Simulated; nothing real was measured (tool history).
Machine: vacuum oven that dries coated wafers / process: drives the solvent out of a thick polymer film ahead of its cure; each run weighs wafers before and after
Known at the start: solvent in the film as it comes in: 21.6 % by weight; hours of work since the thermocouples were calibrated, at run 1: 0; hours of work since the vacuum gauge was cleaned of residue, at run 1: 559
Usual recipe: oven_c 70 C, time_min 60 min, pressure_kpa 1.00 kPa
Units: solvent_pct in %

run,hour,oven_c,time_min,pressure_kpa,hours of work since the thermocouples were calibrated,hours of work since the vacuum gauge was cleaned of residue,solvent_pct
1,0.0,70,60,1.00,0,559,3.10
2,51.9,70,60,1.00,34,593,3.19
3,104.2,70,60,3.13,69,628,5.74
4,181.0,70,48,1.00,120,679,4.26
5,262.9,70,60,1.46,174,733,3.81
6,346.5,70,60,1.46,229,788,3.96
7,429.5,70,60,1.46,284,843,3.85
8,483.6,70,60,1.46,319,879,3.95
9,531.2,70,60,1.00,351,910,3.48
10,601.6,70,60,1.00,397,956,3.44
11,643.5,70,60,1.26,425,984,3.89
12,698.0,70,60,1.26,461,1020,3.93
13,776.0,70,60,1.26,513,1072,3.92
14,846.0,70,60,1.26,559,1118,4.03
15,890.2,70,60,1.26,588,1147,4.02
16,939.9,70,60,1.26,621,1180,4.14
17,981.6,70,60,1.26,648,1207,4.11
18,1054.0,70,60,1.26,696,1255,4.12
19,1120.8,70,60,1.26,740,1299,4.18
# hour 1157.1: oven's thermocouples calibrated
20,1159.9,70,60,1.26,2,1324,3.47
21,1214.7,70,60,1.26,38,1360,3.35
22,1266.4,70,60,1.26,72,1394,3.55
23,1316.7,70,60,1.00,105,1427,3.17
24,1363.5,70,60,1.00,136,1458,3.37
25,1415.9,68,100,2.39,171,1493,4.31
26,1477.1,68,30,3.24,211,1533,9.81
27,1534.5,62,30,0.71,249,1571,10.46
28,1584.8,73,30,0.68,283,1605,5.14
29,1659.0,70,37,3.65,331,1654,8.35
30,1697.1,70,37,3.65,357,1679,8.45
31,1760.8,56,60,0.64,399,1721,9.77
32,1828.5,56,60,0.64,443,1766,9.81
33,1862.9,56,60,0.64,466,1788,9.87
34,1904.2,56,60,0.64,493,1816,9.96

Run 35 comes next. What will it give?
35,1955.4,64,56,0.94,527,1849,?

solvent_pct: 6.53 %
Minus the tool's unlogged condition, the same run would have read solvent_pct 5.53 %.
